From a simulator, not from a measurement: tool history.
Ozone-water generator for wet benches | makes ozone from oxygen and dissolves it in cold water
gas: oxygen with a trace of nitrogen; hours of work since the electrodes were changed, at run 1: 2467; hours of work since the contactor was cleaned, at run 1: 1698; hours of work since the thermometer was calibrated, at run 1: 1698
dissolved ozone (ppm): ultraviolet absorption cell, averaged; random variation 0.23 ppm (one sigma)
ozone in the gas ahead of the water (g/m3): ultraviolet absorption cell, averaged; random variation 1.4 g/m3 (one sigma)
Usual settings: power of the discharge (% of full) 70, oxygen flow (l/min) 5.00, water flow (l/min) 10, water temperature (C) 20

| run | hour | power of the discharge (% of full) | oxygen flow (l/min) | water flow (l/min) | water temperature (C) | hours of work since the electrodes were changed | hours of work since the contactor was cleaned | hours of work since the thermometer was calibrated | dissolved ozone (ppm) | ozone in the gas ahead of the water (g/m3) |
|---|---|---|---|---|---|---|---|---|---|---|
| 1 | 0.0 | 70 | 5.00 | 10 | 20 | 2467 | 1698 | 1698 | 29.4 | 238.4 |
| 2 | 42.9 | 70 | 5.00 | 10 | 20 | 2507 | 1738 | 1738 | 29.1 | 237.7 |
| 3 | 90.2 | 70 | 5.00 | 11 | 20 | 2552 | 1783 | 1783 | 27.4 | 235.1 |
| 4 | 152.0 | 70 | 5.00 | 11 | 20 | 2610 | 1841 | 1841 | 27.1 | 236.1 |
| 5 | 201.0 | 70 | 5.00 | 14 | 20 | 2656 | 1887 | 1887 | 23.1 | 234.3 |
| 6 | 251.5 | 70 | 6.65 | 14 | 20 | 2704 | 1935 | 1935 | 23.9 | 214.7 |
| 7 | 341.7 | 70 | 6.65 | 14 | 20 | 2789 | 2020 | 2020 | 23.6 | 214.0 |
|  | 382.6 | contactor cleaned |
| 8 | 407.3 | 70 | 6.65 | 13 | 20 | 2847 | 23 | 2078 | 26.3 | 212.9 |
| 9 | 475.4 | 70 | 6.65 | 13 | 20 | 2911 | 87 | 2142 | 26.0 | 211.8 |
| 10 | 535.4 | 70 | 5.00 | 10 | 18 | 2967 | 144 | 2198 | 30.9 | 231.0 |
|  | 541.4 | water thermometer calibrated |
| 11 | 583.1 | 70 | 5.00 | 10 | 18 | 3012 | 188 | 39 | 30.2 | 230.1 |
| 12 | 658.2 | 70 | 5.00 | 10 | 20 | 3083 | 259 | 110 | 29.7 | 233.9 |
| 13 | 730.4 | 70 | 5.00 | 7 | 20 | 3151 | 327 | 178 | 35.2 | 228.7 |
| 14 | 780.9 | 80 | 3.53 | 10 | 13 | 3198 | 375 | 226 | 34.6 | 284.7 |
| 15 | 862.1 | 80 | 3.53 | 10 | 13 | 3275 | 451 | 302 | 34.7 | 281.5 |
| 16 | 901.8 | 67 | 6.71 | 8 | 21 | 3312 | 489 | 340 | 30.3 | 200.6 |
| 17 | 986.7 | 67 | 4.10 | 8 | 21 | 3392 | 569 | 420 | 30.8 | 233.0 |
|  | 1004.8 | water thermometer calibrated, once more |
| 18 | 1024.6 | 67 | 4.10 | 8 | 21 | 3427 | 604 | 19 | 30.7 | 232.9 |
| 19 | 1075.9 | 44 | 6.01 | 6 | 14 | 3476 | 652 | 67 | 29.2 | 149.7 |
| 20 | 1165.7 | 49 | 2.98 | 10 | 20 | 3560 | 737 | 152 | 20.0 | 201.4 |
| 21 | 1203.9 | 70 | 2.60 | 9 | 17 | 3596 | 773 | 188 | 29.5 | 274.6 |
| 22 | 1266.2 | 70 | 2.60 | 9 | 17 | 3655 | 832 | 246 | 29.0 | 272.0 |
| 23 | 1317.6 | 95 | 3.58 | 13 | 17 | 3703 | 880 | 295 | 29.6 | 313.5 |
| 24 | 1384.2 | 95 | 4.32 | 13 | 17 | 3766 | 943 | 358 | 30.8 | 292.4 |
| 25 | 1433.7 | 95 | 4.32 | 13 | 17 | 3813 | 989 | 404 | 30.7 | 293.8 |

Forecast each of these 5 alternatives for the next run:
| A | 1520.0 | 49 | 5.67 | 12 | 17 | 3894 | 1071 | 485 | ? | ? |
| B | 1520.0 | 70 | 2.63 | 10 | 20 | 3894 | 1071 | 485 | ? | ? |
| C | 1520.0 | 95 | 4.32 | 7 | 17 | 3894 | 1071 | 485 | ? | ? |
| D | 1520.0 | 67 | 2.52 | 13 | 14 | 3894 | 1071 | 485 | ? | ? |
| E | 1520.0 | 58 | 3.83 | 13 | 24 | 3894 | 1071 | 485 | ? | ? |

| run | dissolved ozone (ppm) | ozone in the gas ahead of the water (g/m3) |
|---|---|---|
| A | 20.4 | 161.5 |
| B | 25.4 | 269.2 |
| C | 45.2 | 294.0 |
| D | 21.1 | 262.7 |
| E | 18.2 | 206.7 |
Without the tool's hidden state the same runs would have given:
| run | dissolved ozone (ppm) | ozone in the gas ahead of the water (g/m3) |
|---|---|---|
| A | 24.0 | 184.4 |
| B | 31.5 | 324.9 |
| C | 58.8 | 372.1 |
| D | 26.1 | 314.9 |
| E | 22.1 | 242.1 |
